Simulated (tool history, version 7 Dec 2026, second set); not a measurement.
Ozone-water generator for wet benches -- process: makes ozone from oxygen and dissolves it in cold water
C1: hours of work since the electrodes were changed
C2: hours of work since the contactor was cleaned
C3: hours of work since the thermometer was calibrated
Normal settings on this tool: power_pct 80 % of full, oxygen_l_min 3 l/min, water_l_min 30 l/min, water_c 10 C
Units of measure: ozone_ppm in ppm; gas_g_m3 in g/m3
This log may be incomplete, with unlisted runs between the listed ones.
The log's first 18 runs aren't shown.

Run 19, day 82.579: usual settings but power_pct 52 % of full, water_c 7 C; C1 3010; C2 3232; C3 3491. Result: ozone_ppm 8.8 ppm, gas_g_m3 135.6 g/m3.
Run 20, day 85.858: usual settings but oxygen_l_min 5.29 l/min, water_l_min 43 l/min; C1 3060; C2 3283; C3 3542. Result: ozone_ppm 8.1 ppm, gas_g_m3 122.2 g/m3.
Run 21, day 90.229: usual settings but power_pct 67 % of full, oxygen_l_min 1.75 l/min, water_l_min 38 l/min; C1 3128; C2 3351; C3 3610. Result: ozone_ppm 7 ppm, gas_g_m3 228.1 g/m3.
Run 22, day 97.642: usual settings but power_pct 74 % of full, water_l_min 26 l/min, water_c 6 C; C1 3242; C2 3465; C3 3724. Result: ozone_ppm 12.9 ppm, gas_g_m3 170.1 g/m3.
Run 23, day 101.3: usual settings but power_pct 74 % of full, water_l_min 26 l/min, water_c 6 C; C1 3299; C2 3522; C3 3781. Result: ozone_ppm 12.7 ppm, gas_g_m3 169.9 g/m3.
Run 24, day 104.417: usual settings but power_pct 74 % of full, water_l_min 26 l/min, water_c 6 C; C1 3347; C2 3570; C3 3829. Result: ozone_ppm 12.5 ppm, gas_g_m3 168.2 g/m3.
Run 25, day 109.988: usual settings but power_pct 96 % of full, oxygen_l_min 2.06 l/min, water_l_min 48 l/min, water_c 6 C; C1 3433; C2 3656; C3 3915. Result: ozone_ppm 6.6 ppm, gas_g_m3 252.4 g/m3.
Run 26, day 116.288: usual settings but power_pct 96 % of full, oxygen_l_min 2.06 l/min, water_l_min 48 l/min, water_c 6 C; C1 3531; C2 3754; C3 4013. Result: ozone_ppm 6.8 ppm, gas_g_m3 249 g/m3.
Run 27, day 122.704: usual settings but water_l_min 39 l/min; C1 3630; C2 3853; C3 4112. Result: ozone_ppm 8.4 ppm, gas_g_m3 176.6 g/m3.
Run 28, day 129.246: usual settings but power_pct 42 % of full, oxygen_l_min 1.68 l/min, water_l_min 24 l/min; C1 3731; C2 3954; C3 4213. Result: ozone_ppm 8.7 ppm, gas_g_m3 173.6 g/m3.
At day 133.138: water thermometer calibrated.
Run 29, day 133.138: usual settings but power_pct 67 % of full, oxygen_l_min 2.94 l/min, water_l_min 27 l/min, water_c 6 C; C1 3791; C2 4014; C3 0. Result: ozone_ppm 11.3 ppm, gas_g_m3 160.7 g/m3.
Run 30, day 140.654: usual settings but oxygen_l_min 2.82 l/min, water_c 6 C; C1 3907; C2 4130; C3 116. Result: ozone_ppm 11.2 ppm, gas_g_m3 182.5 g/m3.
Run 31, day 144.4: usual settings but power_pct 98 % of full, oxygen_l_min 1.97 l/min, water_l_min 34 l/min, water_c 5 C; C1 3965; C2 4188; C3 174. Result: ozone_ppm 10.3 ppm, gas_g_m3 259.8 g/m3.
Run 32, day 149.417: usual settings but power_pct 63 % of full, oxygen_l_min 2.26 l/min, water_c 8 C; C1 4043; C2 4266; C3 252. Result: ozone_ppm 9.4 ppm, gas_g_m3 182.3 g/m3.

Here are 5 independent what-if runs from the current tool condition. What would each one return?
Run A, day 155.612: usual settings but power_pct 63 % of full, oxygen_l_min 2.97 l/min, water_l_min 23 l/min, water_c 6 C; C1 4139; C2 4362; C3 348. Result: ozone_ppm ?, gas_g_m3 ?.
Run B, day 155.612: usual settings but power_pct 84 % of full; C1 4139; C2 4362; C3 348. Result: ozone_ppm ?, gas_g_m3 ?.
Run C, day 155.612: usual settings but power_pct 69 % of full, oxygen_l_min 2.69 l/min; C1 4139; C2 4362; C3 348. Result: ozone_ppm ?, gas_g_m3 ?.
Run D, day 155.612: usual settings but water_l_min 38 l/min; C1 4139; C2 4362; C3 348. Result: ozone_ppm ?, gas_g_m3 ?.
Run E, day 155.612: usual settings but power_pct 92 % of full, oxygen_l_min 2.26 l/min, water_c 5 C; C1 4139; C2 4362; C3 348. Result: ozone_ppm ?, gas_g_m3 ?.

run  ozone_ppm  gas_g_m3
  A         13     149.6
  B       11.5     179.6
  C       10.1     170.3
  D        8.6     172.9
  E       11.5     228.3
What these runs would have given with no unlogged condition in the tool:
run  ozone_ppm  gas_g_m3
  A       14.3     162.4
  B         13       198
  C       11.3     185.9
  D        9.7     190.3
  E         13       253

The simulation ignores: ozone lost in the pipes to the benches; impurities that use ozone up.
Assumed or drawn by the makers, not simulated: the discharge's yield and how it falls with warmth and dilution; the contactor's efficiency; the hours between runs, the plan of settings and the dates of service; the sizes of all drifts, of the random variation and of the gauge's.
